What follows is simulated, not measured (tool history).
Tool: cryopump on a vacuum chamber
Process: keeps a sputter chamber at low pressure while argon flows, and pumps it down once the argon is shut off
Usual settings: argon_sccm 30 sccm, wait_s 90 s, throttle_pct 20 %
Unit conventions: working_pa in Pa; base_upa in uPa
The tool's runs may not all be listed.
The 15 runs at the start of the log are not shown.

run,day,argon_sccm,wait_s,throttle_pct,hours of work since the pump was warmed up and emptied,hours of work since the cold head was overhauled,hours of work since the chamber's fittings were tightened,working_pa,base_upa
16,26.712,30,90,20,156,1928,1673,0.1305,0.87
17,27.783,30,90,20,179,1950,1695,0.1319,0.93
18,29.433,30,90,16,214,1986,1731,0.1637,0.92
19,31.196,30,45,19,251,2023,1768,0.1397,1.29
20,32.567,30,45,19,281,2053,1797,0.1386,1.34
21,33.646,52,24,28,304,2075,1820,0.1682,2.05
22,34.671,52,24,28,326,2097,1842,0.1693,2.07
23,36.517,31,90,20,365,2137,1882,0.1384,0.99
24,37.958,31,90,20,396,2168,1912,0.1388,1.04
25,39.158,31,90,20,421,2193,1938,0.1383,1.05
26,40.662,30,51,47,453,2225,1970,0.0601,1.35
27,42.646,14,51,21,496,2268,2012,0.0601,1.37
28,44.288,15,124,20,531,2303,2047,0.0685,0.97
29,46.6,30,165,16,580,2352,2097,0.1709,0.99
30,47.992,30,165,16,610,2382,2127,0.1708,0.97
31,49.317,33,26,18,638,2410,2155,0.1673,2.08
32,51.254,33,219,30,679,2451,2196,0.107,0.97
33,52.896,17,90,43,714,2486,2231,0.0396,1.26
34,53.896,34,166,20,736,2508,2253,0.1591,1.06
35,55.896,13,258,49,778,2550,2295,0.0278,1.05

Predict each of these 3 candidate next runs independently; none follows another, all start after run 35:
A,58.175,13,258,42,827,2599,2344,?,?
B,58.175,13,289,22,827,2599,2344,?,?
C,58.175,17,56,26,827,2599,2344,?,?

run,working_pa,base_upa
A,0.0327,1.05
B,0.0576,1.05
C,0.0643,1.54
The same runs, with their run-to-run variation unchanged, on a tool lacking any hidden condition would have given:
run,working_pa,base_upa
A,0.0266,0.27
B,0.0514,0.25
C,0.0563,0.75
